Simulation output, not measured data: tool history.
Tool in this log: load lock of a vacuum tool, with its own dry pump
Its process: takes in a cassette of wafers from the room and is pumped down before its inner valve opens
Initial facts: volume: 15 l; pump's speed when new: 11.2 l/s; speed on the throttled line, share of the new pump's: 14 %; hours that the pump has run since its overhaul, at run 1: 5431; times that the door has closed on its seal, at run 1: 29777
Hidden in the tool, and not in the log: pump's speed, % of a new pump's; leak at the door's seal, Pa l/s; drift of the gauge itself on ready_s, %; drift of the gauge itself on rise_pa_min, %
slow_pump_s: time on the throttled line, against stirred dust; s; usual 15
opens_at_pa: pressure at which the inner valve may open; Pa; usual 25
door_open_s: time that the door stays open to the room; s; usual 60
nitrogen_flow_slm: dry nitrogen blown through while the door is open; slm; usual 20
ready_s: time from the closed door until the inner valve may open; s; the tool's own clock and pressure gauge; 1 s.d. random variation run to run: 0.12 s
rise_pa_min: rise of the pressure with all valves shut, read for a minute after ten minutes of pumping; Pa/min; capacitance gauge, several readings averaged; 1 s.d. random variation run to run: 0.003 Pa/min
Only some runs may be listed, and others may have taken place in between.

| run | day | slow_pump_s | opens_at_pa | door_open_s | nitrogen_flow_slm | hours that the pump has run since its overhaul | times that the door has closed on its seal | incoming humidity of the room's air, % | ready_s | rise_pa_min |
|---|---|---|---|---|---|---|---|---|---|---|
| 1 | 0 | 15 | 25 | 60 | 20 | 5431 | 29777 | 43.8 | 24.9 | 0.274 |
| 2 | 11.412 | 15 | 25 | 60 | 20 | 5705 | 31002 | 46.9 | 25 | 0.292 |
| 3 | 19.092 | 15 | 25 | 60 | 20 | 5889 | 31826 | 45.7 | 24.9 | 0.31 |
| 4 | 30.138 | 15 | 25 | 186 | 20 | 6154 | 33012 | 43 | 25 | 0.334 |
| 5 | 38.146 | 15 | 25 | 186 | 8 | 6347 | 33871 | 45.5 | 24.9 | 0.381 |
| 6 | 47.138 | 15 | 25 | 60 | 6 | 6562 | 34836 | 45.4 | 24.8 | 0.358 |
| 7 | 57.792 | 22 | 44 | 60 | 20 | 6818 | 35980 | 47.3 | 30.2 | 0.363 |
| 8 | 65.792 | 22 | 44 | 60 | 20 | 7010 | 36838 | 44.6 | 29.8 | 0.376 |
| 9 | 73.138 | 9 | 19 | 60 | 20 | 7187 | 37627 | 45.9 | 20.5 | 0.385 |
| 10 | 82.108 | 18 | 19 | 75 | 20 | 7402 | 38590 | 42.2 | 27.9 | 0.393 |
| 11 | 92.2 | 18 | 19 | 144 | 10 | 7644 | 39672 | 46.5 | 27.9 | 0.445 |
| 12 | 103.792 | 15 | 34 | 204 | 23 | 7922 | 40917 | 43.1 | 24.6 | 0.444 |

Measured minus without-hidden-state, run by run (identical run-to-run variation in each term; gauge scatter may differ):
| run | ready_s | rise_pa_min |
|---|---|---|
| 1 | +0.7 | +0.234 |
| 2 | +0.7 | +0.245 |
| 3 | +0.7 | +0.264 |
| 4 | +0.7 | +0.278 |
| 5 | +0.8 | +0.293 |
| 6 | +0.8 | +0.302 |
| 7 | +0.7 | +0.317 |
| 8 | +0.7 | +0.329 |
| 9 | +1 | +0.339 |
| 10 | +0.9 | +0.345 |
| 11 | +1 | +0.373 |
| 12 | +0.9 | +0.386 |

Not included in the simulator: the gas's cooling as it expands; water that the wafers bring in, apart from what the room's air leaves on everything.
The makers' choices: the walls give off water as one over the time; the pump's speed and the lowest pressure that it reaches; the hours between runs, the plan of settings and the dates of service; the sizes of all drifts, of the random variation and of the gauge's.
